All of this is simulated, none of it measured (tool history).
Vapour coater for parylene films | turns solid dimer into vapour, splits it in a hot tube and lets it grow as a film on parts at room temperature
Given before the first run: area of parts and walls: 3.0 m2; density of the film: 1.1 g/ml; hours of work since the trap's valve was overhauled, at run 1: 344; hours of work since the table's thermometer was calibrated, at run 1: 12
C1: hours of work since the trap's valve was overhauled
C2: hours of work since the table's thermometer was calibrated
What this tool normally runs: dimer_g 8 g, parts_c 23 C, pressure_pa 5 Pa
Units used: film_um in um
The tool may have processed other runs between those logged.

run 1 hour=0 | dimer_g=8 parts_c=23 pressure_pa=5 | C1=344 C2=12 | film_um=1.8
run 2 hour=13.9 | dimer_g=8 parts_c=23 pressure_pa=10.73 | C1=350 C2=18 | film_um=1.67
run 3 hour=44.3 | dimer_g=8 parts_c=26 pressure_pa=10.73 | C1=364 C2=31 | film_um=1.55
run 4 hour=59 | dimer_g=8 parts_c=31 pressure_pa=5 | C1=370 C2=38 | film_um=1.46
run 5 hour=75.3 | dimer_g=8 parts_c=21 pressure_pa=5 | C1=378 C2=45 | film_um=1.87
run 6 hour=98.6 | dimer_g=8 parts_c=21 pressure_pa=5 | C1=388 C2=55 | film_um=1.88
run 7 hour=113.7 | dimer_g=8 parts_c=21 pressure_pa=5 | C1=394 C2=62 | film_um=1.86
run 8 hour=139.7 | dimer_g=8 parts_c=22 pressure_pa=5 | C1=406 C2=73 | film_um=1.81
run 9 hour=168 | dimer_g=8 parts_c=22 pressure_pa=5 | C1=418 C2=86 | film_um=1.83
run 10 hour=184.1 | dimer_g=8 parts_c=23 pressure_pa=5 | C1=425 C2=93 | film_um=1.75
run 11 hour=205.9 | dimer_g=8 parts_c=23 pressure_pa=5 | C1=435 C2=102 | film_um=1.76
run 12 hour=233 | dimer_g=8 parts_c=23 pressure_pa=5 | C1=447 C2=114 | film_um=1.75
run 13 hour=263 | dimer_g=8 parts_c=28 pressure_pa=4.1 | C1=460 C2=128 | film_um=1.57
-- hour=266 table's thermometer calibrated
run 14 hour=278.9 | dimer_g=8 parts_c=32 pressure_pa=4.1 | C1=467 C2=6 | film_um=1.42
run 15 hour=309.4 | dimer_g=8 parts_c=32 pressure_pa=4.1 | C1=480 C2=19 | film_um=1.43

Run 16, settings as shown, results not yet in. Your forecast:
run 16 hour=326.2 | dimer_g=8 parts_c=32 pressure_pa=4.1 | C1=488 C2=26 | film_um=?

film_um: 1.4 um
Without the tool's hidden state the same run would have given film_um 1.54 um.
